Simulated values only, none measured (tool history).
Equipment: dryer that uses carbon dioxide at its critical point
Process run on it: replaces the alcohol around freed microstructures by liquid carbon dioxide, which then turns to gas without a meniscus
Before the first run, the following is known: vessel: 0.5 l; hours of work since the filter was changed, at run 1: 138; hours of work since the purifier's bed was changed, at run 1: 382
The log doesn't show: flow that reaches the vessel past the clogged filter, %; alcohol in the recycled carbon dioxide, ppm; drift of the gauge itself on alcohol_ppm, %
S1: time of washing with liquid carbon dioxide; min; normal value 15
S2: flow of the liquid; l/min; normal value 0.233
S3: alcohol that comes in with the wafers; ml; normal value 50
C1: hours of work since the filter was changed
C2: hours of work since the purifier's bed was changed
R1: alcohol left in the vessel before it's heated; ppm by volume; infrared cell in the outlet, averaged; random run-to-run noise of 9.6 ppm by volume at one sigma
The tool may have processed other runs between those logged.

run   hour  S1     S2   S3   C1   C2    R1
  1      0  15  0.233   50  138  382   847
  2    8.8  15  0.233   50  144  387   870
  3   21.3  15  0.233   50  152  396   900
  4   38.8  15  0.233   50  164  407   924
  5   51.8  15  0.324   50  172  416   229
      55.4  -- inlet filter changed
  6   71.4  15  0.324   50   11  428   173
  7   90.2  15  0.324   50   23  441   188
  8  109.1  15  0.233   50   36  453   684
  9  123.2  15  0.233   50   45  463   703
 10  131.6  15  0.385   50   51  468   135
 11  148.2  15  0.385   50   62  479   136
 12  158.9  15  0.385   50   69  486   138
 13  177.3  15  0.385   50   81  499   129
 14  192.3  15  0.385   50   91  509   143
 15  205.7  15  0.385   50  100  518   148
 16  216.6  22  0.385   50  107  525   121
 17  231.7  22  0.385   50  117  535   120
 18  241.3  13  0.143   50  124  541  7372
 19  260.2  15  0.222   63  136  554  1342
 20  270.2  15  0.222   63  143  560  1413
 21  288.7  22  0.287   26  155  573   147
 22    308  12  0.287  116  168  586  2287
     319.2  -- inlet filter changed
 23  324.8  15  0.161   76    4  596  4297
 24  335.8  15  0.382   33   11  603   151
 25  351.4   9  0.382   28   21  614   503
 26  368.4   9  0.382   28   33  625   511
 27    378  23  0.382   37   39  631   138

5 ways to go on from here, each from the tool as it stands after run 27. What would each give?
  A   391  16  0.233  34  48  640   ?
  B   391  12   0.38  54  48  640   ?
  C   391  23  0.159  20  48  640   ?
  D   391  10  0.233  50  48  640   ?
  E   391  13  0.248  29  48  640   ?

run    R1
  A   452
  B   302
  C   341
  D  3607
  E   679
The same runs, with their run-to-run variation unchanged, on a tool lacking any hidden condition would have given:
run    R1
  A   266
  B   135
  C   175
  D  3149
  E   473

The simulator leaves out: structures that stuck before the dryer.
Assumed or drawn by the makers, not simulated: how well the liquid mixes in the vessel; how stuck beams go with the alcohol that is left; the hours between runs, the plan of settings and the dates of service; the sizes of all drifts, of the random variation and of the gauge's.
